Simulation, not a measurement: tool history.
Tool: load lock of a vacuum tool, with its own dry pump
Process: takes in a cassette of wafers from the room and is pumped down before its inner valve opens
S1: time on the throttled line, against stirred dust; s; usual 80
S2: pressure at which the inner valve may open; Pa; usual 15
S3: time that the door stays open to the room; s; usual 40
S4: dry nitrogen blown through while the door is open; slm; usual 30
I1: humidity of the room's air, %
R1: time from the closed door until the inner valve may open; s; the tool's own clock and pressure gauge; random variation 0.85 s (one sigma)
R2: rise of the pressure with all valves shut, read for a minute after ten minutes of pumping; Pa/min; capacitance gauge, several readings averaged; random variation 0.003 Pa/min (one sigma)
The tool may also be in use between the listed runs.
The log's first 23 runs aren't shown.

run 24 hour=1988.9 | S1=80 S2=15 S3=47 S4=30 | I1=46.1 | R1=134.3 R2=0.049
run 25 hour=2067 | S1=80 S2=15 S3=181 S4=22 | I1=44.4 | R1=134.1 R2=0.076
run 26 hour=2140.6 | S1=80 S2=15 S3=181 S4=22 | I1=45.2 | R1=135.9 R2=0.084
run 27 hour=2233.2 | S1=80 S2=14 S3=40 S4=30 | I1=46.4 | R1=135.4 R2=0.048
run 28 hour=2314.8 | S1=93 S2=10 S3=40 S4=30 | I1=40.6 | R1=147.5 R2=0.052
run 29 hour=2430.8 | S1=93 S2=14 S3=81 S4=30 | I1=44.2 | R1=145 R2=0.06
run 30 hour=2540.5 | S1=93 S2=14 S3=81 S4=30 | I1=42 | R1=145.7 R2=0.06
run 31 hour=2648.3 | S1=60 S2=11 S3=40 S4=30 | I1=46.4 | R1=121 R2=0.061
run 32 hour=2743.8 | S1=60 S2=11 S3=44 S4=26 | I1=45.9 | R1=121.6 R2=0.062
run 33 hour=2857.2 | S1=60 S2=17 S3=70 S4=26 | I1=41.6 | R1=117.3 R2=0.067
run 34 hour=2918.4 | S1=80 S2=13 S3=40 S4=11 | I1=44.7 | R1=135.8 R2=0.071
run 35 hour=3024.7 | S1=80 S2=11 S3=52 S4=4 | I1=42.5 | R1=136.7 R2=0.077
run 36 hour=3075.5 | S1=152 S2=14 S3=74 S4=12 | I1=45.9 | R1=194.9 R2=0.08

Forecast each of these 4 alternatives for the next run:
run A hour=3136.5 | S1=44 S2=11 S3=40 S4=30 | I1=47.4 | R1=? R2=?
run B hour=3136.5 | S1=80 S2=11 S3=40 S4=6 | I1=41.3 | R1=? R2=?
run C hour=3136.5 | S1=152 S2=19 S3=74 S4=12 | I1=48 | R1=? R2=?
run D hour=3136.5 | S1=92 S2=15 S3=52 S4=43 | I1=46.4 | R1=? R2=?

run=A R1=109.2 R2=0.06
run=B R1=138.2 R2=0.076
run=C R1=191.5 R2=0.086
run=D R1=143.8 R2=0.06
Without the tool's hidden state the same runs would have given:
run=A R1=105.8 R2=0.017
run=B R1=135.2 R2=0.033
run=C R1=189.5 R2=0.042
run=D R1=141.1 R2=0.016
